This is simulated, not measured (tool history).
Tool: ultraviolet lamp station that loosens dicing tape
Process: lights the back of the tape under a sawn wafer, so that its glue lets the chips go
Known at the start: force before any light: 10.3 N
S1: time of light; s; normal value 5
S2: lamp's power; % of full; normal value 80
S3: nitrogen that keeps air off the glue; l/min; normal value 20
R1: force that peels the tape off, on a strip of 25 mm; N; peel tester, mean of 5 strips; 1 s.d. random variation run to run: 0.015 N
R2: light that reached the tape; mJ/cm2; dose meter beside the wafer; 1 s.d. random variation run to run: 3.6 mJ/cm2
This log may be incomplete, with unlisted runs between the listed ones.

run	hour	S1	S2	S3	R1	R2
1	0	5	80	20	0.894	537
2	19.1	5	98	20	0.581	645
3	38.9	5	98	20	0.588	651
4	51.6	5	98	7	1.333	636
5	62.2	5	98	7	1.346	629
6	73.6	5	98	7	1.356	630
7	94.9	4	80	20	1.531	407
8	116.6	5	80	20	1.037	500
9	135.2	5	80	20	1.064	494
10	147.4	5	80	21	1.083	497
11	167.4	5	80	21	1.056	491
12	180	5	80	21	1.088	481
13	199.6	5	80	21	1.145	475
14	220	5	80	21	1.134	471
15	234.2	5	80	21	1.171	466
16	250.3	5	80	20	1.274	458
17	263.3	5	80	10	1.913	456
18	273.3	5	80	20	1.267	452
19	283.2	5	80	20	1.301	451
20	300.8	5	80	20	1.36	443
21	310.8	5	80	38	0.914	445
22	328.9	5	80	38	0.952	430
23	341.5	4	89	11	2.3	379
24	351.6	4	80	23	1.886	347
# hour 361: window cleaned of glue's vapour
25	362.5	4	80	23	1.404	412
26	382.5	5	66	20	1.44	420
27	397.8	5	66	20	1.503	414
28	413.6	5	66	20	1.522	415
29	432.8	5	66	20	1.539	413
30	448.5	5	66	20	1.529	402
31	466.8	4	82	26	1.42	398
32	476.7	8	67	26	0.478	642
33	492.8	4	62	26	2.31	293
34	510.5	4	62	26	2.299	294
35	521.3	4	62	26	2.419	288
36	533.7	7	62	26	0.857	502
37	548.7	7	62	26	0.86	499
38	562.9	7	62	26	0.879	503
39	580.9	3	82	34	2.172	276
40	599.4	3	82	34	2.346	275

Pick out some run-to-run changes in R1. Of each, how much would a tool without hidden state show as well, from the settings, what came in and chance, and how much is left for the hidden state and any gauge scatter not in both results compared?
Hidden state at play: lamp's light, % of a new lamp's; light that the window lets through, % of a clean one's; drift of the gauge itself on peel_n, %; drift of the gauge itself on dose_mj_cm2, %.
Run 22 -> 23: S1 5 -> 4, S2 80 -> 89, S3 38 -> 11. R1 +1.348 N: hidden state +0.464, all else +0.884.
Run 24 -> 25: window cleaned of glue's vapour. R1 -0.482 N: hidden state -0.496, all else +0.014.
Run 32 -> 33: S1 8 -> 4, S2 67 -> 62. R1 +1.832 N: hidden state +0.507, all else +1.325.
Run 35 -> 36: S1 4 -> 7. R1 -1.562 N: hidden state -0.396, all else -1.166.
